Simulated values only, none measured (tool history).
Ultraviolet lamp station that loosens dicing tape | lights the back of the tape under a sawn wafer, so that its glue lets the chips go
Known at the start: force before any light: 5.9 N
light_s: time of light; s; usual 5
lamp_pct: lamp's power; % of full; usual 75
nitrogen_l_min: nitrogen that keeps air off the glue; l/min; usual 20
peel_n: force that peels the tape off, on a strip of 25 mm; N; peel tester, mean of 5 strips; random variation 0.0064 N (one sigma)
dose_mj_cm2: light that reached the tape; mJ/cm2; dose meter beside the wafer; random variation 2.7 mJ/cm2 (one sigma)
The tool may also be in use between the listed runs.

run	hour	light_s	lamp_pct	nitrogen_l_min	peel_n	dose_mj_cm2
1	0	5	75	20	0.488	258
2	36.6	5	75	11	0.727	254
# hour 48.8: window cleaned of glue's vapour
3	77.1	5	75	11	0.684	262
# hour 116.7: lamp changed
4	134.9	5	75	20	0.209	363
5	190.2	5	75	20	0.233	355
6	233.9	5	75	20	0.235	357
7	274.7	5	75	20	0.253	352
8	346.3	5	75	31	0.194	336
9	396.8	5	75	20	0.274	319
# hour 410.5: window cleaned of glue's vapour
10	469.1	5	75	20	0.278	333
11	519.8	5	75	30	0.204	326
12	564.2	5	75	20	0.297	321
13	612.9	5	75	20	0.31	313
14	649	5	75	20	0.337	303
15	723.2	5	75	20	0.359	288

The next listed run, before its measurement:
# hour 772.5: window cleaned of glue's vapour
16	776.6	5	83	20	?	?

peel_n: 0.272 N
dose_mj_cm2: 337 mJ/cm2
Without the tool's hidden state the same run would have given peel_n 0.169 N, dose_mj_cm2 421 mJ/cm2.

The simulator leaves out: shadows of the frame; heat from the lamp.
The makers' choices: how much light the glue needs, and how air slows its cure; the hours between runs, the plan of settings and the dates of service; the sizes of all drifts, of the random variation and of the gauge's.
